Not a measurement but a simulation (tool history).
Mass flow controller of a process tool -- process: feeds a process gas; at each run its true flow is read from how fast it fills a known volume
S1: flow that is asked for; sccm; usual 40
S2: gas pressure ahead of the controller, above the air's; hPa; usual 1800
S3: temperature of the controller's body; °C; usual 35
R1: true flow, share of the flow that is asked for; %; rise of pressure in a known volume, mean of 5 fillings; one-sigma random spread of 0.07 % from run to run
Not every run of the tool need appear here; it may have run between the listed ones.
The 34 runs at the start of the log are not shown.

Run 35, hour 11333.6: usual settings but S2 2540 hPa, S3 24 °C. Result: R1 100.44 %.
Run 36, hour 11675.2: usual settings but S2 2540 hPa, S3 24 °C. Result: R1 100.48 %.
Run 37, hour 11875.2: usual settings but S1 17 sccm, S2 1810 hPa, S3 24 °C. Result: R1 99.45 %.
Run 38, hour 12085.5: usual settings but S1 22 sccm, S2 1720 hPa, S3 24 °C. Result: R1 99.64 %.
Run 39, hour 12423.7: usual settings but S1 11 sccm, S2 2280 hPa, S3 22 °C. Result: R1 99.96 %.
Run 40, hour 12669.7: usual settings but S1 11 sccm, S2 2280 hPa, S3 22 °C. Result: R1 99.93 %.
Run 41, hour 13032.1: usual settings but S1 11 sccm, S2 2280 hPa, S3 22 °C. Result: R1 99.88 %.
Run 42, hour 13257.6: usual settings but S1 11 sccm, S2 1810 hPa, S3 22 °C. Result: R1 99.67 %.
Run 43, hour 13518.9: usual settings but S1 11 sccm, S2 1810 hPa, S3 22 °C. Result: R1 99.89 %.
Run 44, hour 13711.1: usual settings but S1 11 sccm, S2 1810 hPa, S3 22 °C. Result: R1 99.92 %.
Run 45, hour 14129.0: usual settings but S1 11 sccm, S2 1810 hPa, S3 22 °C. Result: R1 99.79 %.
Run 46, hour 14383.3: usual settings but S1 11 sccm, S2 1810 hPa, S3 22 °C. Result: R1 99.70 %.
Run 47, hour 14567.3: usual settings but S1 34 sccm, S2 1550 hPa, S3 26 °C. Result: R1 100.00 %.
Run 48, hour 14779.3: usual settings but S1 10 sccm, S2 1990 hPa, S3 26 °C. Result: R1 99.63 %.

Consider 3 possible next runs. They are alternatives, not a sequence: every one starts from the tool as it was left by run 48. What does each give?
Run A, hour 15052.2: usual settings but S1 6 sccm, S2 1430 hPa, S3 21 °C. Result: R1 ?.
Run B, hour 15052.2: usual settings but S3 21 °C. Result: R1 ?.
Run C, hour 15052.2: usual settings but S1 16 sccm, S2 2040 hPa, S3 23 °C. Result: R1 ?.

run      R1
  A   99.59
  B  100.69
  C  100.08
With no hidden state in the tool, these same runs would have given:
run     R1
  A  98.80
  B  99.91
  C  99.30

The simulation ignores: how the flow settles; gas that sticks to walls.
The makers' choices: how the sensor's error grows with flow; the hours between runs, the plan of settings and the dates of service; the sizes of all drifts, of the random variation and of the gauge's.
